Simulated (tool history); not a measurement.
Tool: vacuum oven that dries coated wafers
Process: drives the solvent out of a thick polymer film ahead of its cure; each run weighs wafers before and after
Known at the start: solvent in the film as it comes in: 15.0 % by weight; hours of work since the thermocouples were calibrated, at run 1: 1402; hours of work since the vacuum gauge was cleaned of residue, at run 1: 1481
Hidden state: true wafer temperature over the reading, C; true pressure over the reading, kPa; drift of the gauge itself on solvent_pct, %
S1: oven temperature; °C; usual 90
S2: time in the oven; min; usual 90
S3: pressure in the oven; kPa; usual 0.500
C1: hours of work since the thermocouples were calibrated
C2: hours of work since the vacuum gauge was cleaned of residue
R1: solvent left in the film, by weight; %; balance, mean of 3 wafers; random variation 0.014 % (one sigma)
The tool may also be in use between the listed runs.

run     day   S1   S2     S3    C1    C2    R1
  1   0.000   90   90  0.500  1402  1481  1.17
  2   2.162   90   90  0.500  1436  1515  1.15
      3.062  -- vacuum gauge cleaned of residue and calibrated
  3   3.525   90   90  0.500  1456     7  0.96
  4   5.454   90   90  0.500  1486    37  0.95
  5   6.467   90   90  0.370  1502    53  0.85
  6   7.817   90   90  0.370  1524    75  0.86
  7   9.754   90   90  0.370  1554   105  0.86
  8  10.688   90   90  0.500  1569   120  0.96
     12.200  -- oven's thermocouples calibrated
  9  12.592   95   90  0.500     6   148  0.63
 10  13.500   90   90  0.368    20   162  0.98
 11  14.738   90   50  0.367    40   182  2.73
 12  16.388   90   50  0.367    66   208  2.70
 13  18.588  102  153  0.500   100   242  0.30
 14  20.250   94   59  0.781   126   268  1.64
 15  22.279   83   77  0.781   158   300  3.05
 16  23.725   85   77  0.343   181   323  2.22

Run 17 comes next. What will it give?
 17  25.454  85  77  0.343  208  350   ?

Run 17 gave R1 2.23 %.
Without the tool's hidden state the same run would have given R1 2.20 %.
